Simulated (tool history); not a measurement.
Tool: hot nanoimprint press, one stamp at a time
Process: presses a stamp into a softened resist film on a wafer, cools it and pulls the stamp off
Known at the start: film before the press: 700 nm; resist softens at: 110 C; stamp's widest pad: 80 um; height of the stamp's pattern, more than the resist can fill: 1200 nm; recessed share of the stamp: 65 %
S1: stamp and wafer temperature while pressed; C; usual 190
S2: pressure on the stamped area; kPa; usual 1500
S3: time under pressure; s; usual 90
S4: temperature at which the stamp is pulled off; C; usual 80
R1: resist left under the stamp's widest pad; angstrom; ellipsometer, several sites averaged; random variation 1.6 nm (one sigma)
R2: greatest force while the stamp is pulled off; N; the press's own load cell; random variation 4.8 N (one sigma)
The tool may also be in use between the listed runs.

{"run": 1, "hour": 0.0, "S1": 190, "S2": 1500, "S3": 90, "S4": 80, "R1": 2598, "R2": 239}
{"run": 2, "hour": 33.2, "S1": 190, "S2": 1500, "S3": 90, "S4": 80, "R1": 2640, "R2": 253}
{"run": 3, "hour": 61.4, "S1": 190, "S2": 1500, "S3": 90, "S4": 80, "R1": 2634, "R2": 276}
{"hour": 72.2, "done": "plate thermocouple calibrated"}
{"hour": 109.5, "done": "stamp cleaned and given a new release coat"}
{"run": 4, "hour": 109.5, "S1": 190, "S2": 1300, "S3": 90, "S4": 80, "R1": 2943, "R2": 253}
{"run": 5, "hour": 142.9, "S1": 190, "S2": 1300, "S3": 90, "S4": 80, "R1": 2965, "R2": 264}
{"run": 6, "hour": 186.9, "S1": 190, "S2": 1300, "S3": 90, "S4": 80, "R1": 2979, "R2": 278}
{"hour": 234.6, "done": "stamp cleaned and given a new release coat"}
{"run": 7, "hour": 236.2, "S1": 190, "S2": 1300, "S3": 90, "S4": 80, "R1": 3001, "R2": 239}
{"run": 8, "hour": 266.1, "S1": 190, "S2": 1300, "S3": 90, "S4": 80, "R1": 3016, "R2": 262}
{"run": 9, "hour": 289.4, "S1": 190, "S2": 1300, "S3": 90, "S4": 80, "R1": 3047, "R2": 271}
{"hour": 321.6, "done": "plate thermocouple calibrated, once more"}
{"run": 10, "hour": 327.2, "S1": 190, "S2": 1300, "S3": 90, "S4": 80, "R1": 2700, "R2": 254}
{"hour": 362.9, "done": "stamp cleaned and given a new release coat"}
{"run": 11, "hour": 378.3, "S1": 190, "S2": 1300, "S3": 90, "S4": 80, "R1": 2735, "R2": 236}
{"run": 12, "hour": 415.6, "S1": 190, "S2": 1500, "S3": 90, "S4": 80, "R1": 2525, "R2": 256}
{"run": 13, "hour": 445.2, "S1": 190, "S2": 1500, "S3": 90, "S4": 80, "R1": 2531, "R2": 255}
{"hour": 485.9, "done": "press's hydraulic seals changed and the load cell set to zero"}
{"hour": 495.2, "done": "stamp cleaned and given a new release coat"}
{"run": 14, "hour": 505.0, "S1": 190, "S2": 1500, "S3": 90, "S4": 80, "R1": 2520, "R2": 235}
{"run": 15, "hour": 531.8, "S1": 189, "S2": 1500, "S3": 46, "S4": 79, "R1": 3280, "R2": 257}
{"run": 16, "hour": 576.4, "S1": 189, "S2": 1500, "S3": 46, "S4": 79, "R1": 3313, "R2": 270}
{"hour": 617.9, "done": "stamp cleaned and given a new release coat"}
{"run": 17, "hour": 628.4, "S1": 189, "S2": 1500, "S3": 46, "S4": 79, "R1": 3315, "R2": 250}
{"run": 18, "hour": 659.4, "S1": 189, "S2": 1500, "S3": 46, "S4": 79, "R1": 3349, "R2": 266}
{"run": 19, "hour": 698.1, "S1": 189, "S2": 1500, "S3": 46, "S4": 79, "R1": 3329, "R2": 274}
{"run": 20, "hour": 732.6, "S1": 189, "S2": 1500, "S3": 46, "S4": 79, "R1": 3376, "R2": 283}
{"hour": 740.8, "done": "stamp cleaned and given a new release coat"}
{"run": 21, "hour": 772.1, "S1": 185, "S2": 1500, "S3": 46, "S4": 79, "R1": 3888, "R2": 249}

Run 22 comes next. What will it give?
{"hour": 791.2, "done": "plate thermocouple calibrated"}
{"run": 22, "hour": 811.1, "S1": 185, "S2": 1500, "S3": 46, "S4": 68, "R1": "?", "R2": "?"}

{"run 22": {"R1": 3771, "R2": 350}}
Without the tool's hidden state the same run would have given R1 3741 angstrom, R2 323 N.

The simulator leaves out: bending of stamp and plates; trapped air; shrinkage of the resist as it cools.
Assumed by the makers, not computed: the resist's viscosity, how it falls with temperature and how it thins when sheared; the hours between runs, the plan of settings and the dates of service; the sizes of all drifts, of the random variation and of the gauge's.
